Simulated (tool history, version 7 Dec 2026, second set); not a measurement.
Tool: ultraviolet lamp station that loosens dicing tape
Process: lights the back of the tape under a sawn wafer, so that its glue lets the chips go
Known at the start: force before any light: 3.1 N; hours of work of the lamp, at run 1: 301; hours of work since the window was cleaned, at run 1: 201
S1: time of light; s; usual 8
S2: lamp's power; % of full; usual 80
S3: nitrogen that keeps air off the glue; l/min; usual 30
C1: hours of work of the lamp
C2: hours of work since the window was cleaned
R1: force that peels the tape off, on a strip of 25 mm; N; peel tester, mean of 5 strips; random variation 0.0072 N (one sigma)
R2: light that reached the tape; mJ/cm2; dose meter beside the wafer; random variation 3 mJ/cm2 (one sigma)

Run 1, hour 0.0: usual settings; C1 301; C2 201. Result: R1 0.424 N, R2 333 mJ/cm2.
At hour 9.9: window cleaned of glue's vapour.
Run 2, hour 13.7: usual settings but S3 11 l/min; C1 311; C2 3. Result: R1 0.684 N, R2 314 mJ/cm2.
Run 3, hour 26.8: usual settings; C1 320; C2 12. Result: R1 0.475 N, R2 308 mJ/cm2.
Run 4, hour 42.1: usual settings; C1 331; C2 23. Result: R1 0.491 N, R2 306 mJ/cm2.
Run 5, hour 60.9: usual settings; C1 345; C2 37. Result: R1 0.503 N, R2 302 mJ/cm2.
Run 6, hour 81.0: usual settings; C1 360; C2 52. Result: R1 0.528 N, R2 294 mJ/cm2.
Run 7, hour 91.9: usual settings but S1 5 s; C1 368; C2 60. Result: R1 1.006 N, R2 179 mJ/cm2.
Run 8, hour 110.0: usual settings but S1 5 s; C1 381; C2 73. Result: R1 1.032 N, R2 180 mJ/cm2.
Run 9, hour 122.3: usual settings; C1 390; C2 82. Result: R1 0.543 N, R2 284 mJ/cm2.
At hour 128.5: window cleaned of glue's vapour, once more.
Run 10, hour 138.2: usual settings but S3 9 l/min; C1 401; C2 7. Result: R1 0.601 N, R2 365 mJ/cm2.
Run 11, hour 153.0: usual settings but S3 9 l/min; C1 412; C2 18. Result: R1 0.618 N, R2 357 mJ/cm2.
Run 12, hour 174.8: usual settings but S1 6 s; C1 427; C2 34. Result: R1 0.632 N, R2 266 mJ/cm2.
Run 13, hour 191.6: usual settings but S1 6 s; C1 440; C2 46. Result: R1 0.652 N, R2 254 mJ/cm2.
Run 14, hour 208.9: usual settings but S1 6 s; C1 452; C2 58. Result: R1 0.653 N, R2 249 mJ/cm2.
Run 15, hour 219.8: usual settings; C1 460; C2 66. Result: R1 0.416 N, R2 339 mJ/cm2.
Run 16, hour 232.0: usual settings; C1 469; C2 75. Result: R1 0.406 N, R2 335 mJ/cm2.
Run 17, hour 251.5: usual settings; C1 483; C2 89. Result: R1 0.423 N, R2 329 mJ/cm2.
Run 18, hour 272.5: usual settings but S2 70 % of full; C1 498; C2 105. Result: R1 0.571 N, R2 281 mJ/cm2.
Run 19, hour 282.7: usual settings but S2 70 % of full; C1 506; C2 112. Result: R1 0.567 N, R2 276 mJ/cm2.
Run 20, hour 298.1: usual settings but S1 4 s, S2 82 % of full; C1 517; C2 123. Result: R1 1.111 N, R2 162 mJ/cm2.
Run 21, hour 314.6: usual settings but S1 11 s, S2 66 % of full, S3 45 l/min; C1 529; C2 135. Result: R1 0.323 N, R2 348 mJ/cm2.
Run 22, hour 336.6: usual settings but S1 5 s, S2 66 % of full, S3 36 l/min; C1 545; C2 151. Result: R1 1.128 N, R2 154 mJ/cm2.
Run 23, hour 355.0: usual settings but S2 62 % of full, S3 36 l/min; C1 558; C2 165. Result: R1 0.700 N, R2 233 mJ/cm2.
Run 24, hour 366.4: usual settings but S2 69 % of full; C1 567; C2 173. Result: R1 0.648 N, R2 254 mJ/cm2.
Run 25, hour 380.3: usual settings but S1 15 s, S2 75 % of full, S3 29 l/min; C1 577; C2 183. Result: R1 0.191 N, R2 518 mJ/cm2.
Run 26, hour 393.9: usual settings but S1 6 s, S2 70 % of full, S3 53 l/min; C1 587; C2 193. Result: R1 0.833 N, R2 190 mJ/cm2.
At hour 414.7: window cleaned of glue's vapour.
Run 27, hour 416.2: usual settings but S1 6 s, S2 86 % of full, S3 53 l/min; C1 602; C2 1. Result: R1 0.543 N, R2 263 mJ/cm2.
Run 28, hour 438.6: usual settings but S1 6 s, S3 55 l/min; C1 619; C2 17. Result: R1 0.591 N, R2 243 mJ/cm2.
Run 29, hour 453.9: usual settings but S1 11 s, S2 62 % of full, S3 45 l/min; C1 630; C2 29. Result: R1 0.374 N, R2 333 mJ/cm2.
Run 30, hour 470.3: usual settings but S1 9 s, S2 79 % of full, S3 11 l/min; C1 642; C2 40. Result: R1 0.581 N, R2 347 mJ/cm2.
Run 31, hour 489.7: usual settings but S1 11 s, S2 95 % of full, S3 9 l/min; C1 656; C2 55. Result: R1 0.338 N, R2 499 mJ/cm2.
Run 32, hour 509.6: usual settings but S1 11 s, S2 95 % of full, S3 9 l/min; C1 670; C2 69. Result: R1 0.357 N, R2 487 mJ/cm2.
Run 33, hour 519.3: usual settings but S3 39 l/min; C1 677; C2 76. Result: R1 0.455 N, R2 301 mJ/cm2.
Run 34, hour 530.2: usual settings but S1 7 s, S2 79 % of full, S3 26 l/min; C1 685; C2 84. Result: R1 0.665 N, R2 249 mJ/cm2.
Run 35, hour 539.7: usual settings but S1 4 s, S2 65 % of full, S3 17 l/min; C1 692; C2 91. Result: R1 1.571 N, R2 116 mJ/cm2.
Run 36, hour 558.4: usual settings but S1 4 s, S2 65 % of full, S3 17 l/min; C1 706; C2 104. Result: R1 1.608 N, R2 118 mJ/cm2.
Run 37, hour 578.9: usual settings but S1 4 s, S2 65 % of full, S3 17 l/min; C1 721; C2 119. Result: R1 1.672 N, R2 113 mJ/cm2.
Run 38, hour 598.9: usual settings but S1 13 s, S2 76 % of full, S3 13 l/min; C1 735; C2 134. Result: R1 0.379 N, R2 425 mJ/cm2.

4 ways to go on from here, each from the tool as it stands after run 38. What would each give?
Run A, hour 616.6: usual settings but S1 6 s, S2 76 % of full, S3 13 l/min; C1 748; C2 147. Result: R1 ?, R2 ?.
Run B, hour 616.6: usual settings but S1 5 s, S2 67 % of full, S3 11 l/min; C1 748; C2 147. Result: R1 ?, R2 ?.
Run C, hour 616.6: usual settings but S1 13 s, S2 90 % of full, S3 13 l/min; C1 748; C2 147. Result: R1 ?, R2 ?.
Run D, hour 616.6: usual settings but S1 13 s, S2 76 % of full, S3 10 l/min; C1 748; C2 147. Result: R1 ?, R2 ?.

run     R1   R2
  A  1.124  192
  B  1.543  143
  C  0.304  493
  D  0.456  421
Without the tool's hidden state the same runs would have given:
run     R1   R2
  A  0.637  308
  B  1.018  229
  C  0.141  791
  D  0.194  673

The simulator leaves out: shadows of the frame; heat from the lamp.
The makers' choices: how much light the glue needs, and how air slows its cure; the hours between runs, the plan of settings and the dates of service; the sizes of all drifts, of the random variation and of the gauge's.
